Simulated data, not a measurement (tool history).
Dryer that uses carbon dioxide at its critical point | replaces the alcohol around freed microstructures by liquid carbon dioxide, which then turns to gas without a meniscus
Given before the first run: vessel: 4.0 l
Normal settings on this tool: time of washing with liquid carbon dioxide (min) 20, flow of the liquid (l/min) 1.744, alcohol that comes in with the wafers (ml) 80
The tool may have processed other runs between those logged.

run,hour,time of washing with liquid carbon dioxide (min),flow of the liquid (l/min),alcohol that comes in with the wafers (ml),alcohol left in the vessel before it's heated (ppm by volume)
1,0.0,20,1.744,80,41
2,6.0,14,1.744,80,166
3,12.1,14,1.744,80,157
4,21.5,14,1.744,80,157
5,29.8,20,1.744,80,29
6,36.1,20,1.744,80,35
7,42.8,20,1.744,33,25
8,52.1,20,1.744,88,43
9,58.3,20,1.744,45,29
10,63.9,20,1.744,81,41
11,73.8,20,1.744,81,40
12,83.3,20,1.744,22,27
13,89.9,20,1.744,22,28
14,97.9,20,1.744,80,43
15,107.8,14,1.744,80,159
16,113.7,14,1.450,80,330
17,122.0,14,1.450,80,368
18,130.5,14,1.450,80,355
19,139.0,24,1.890,80,26
20,147.9,24,2.470,111,23
21,157.0,24,2.470,111,33
22,161.7,18,2.020,102,40

The next listed run, before its measurement:
23,171.7,19,2.020,40,?

Logged for run 23: alcohol left in the vessel before it's heated (ppm by volume) 29.
Had the tool carried no hidden state, the very same run would have given alcohol left in the vessel before it's heated (ppm by volume) 7.
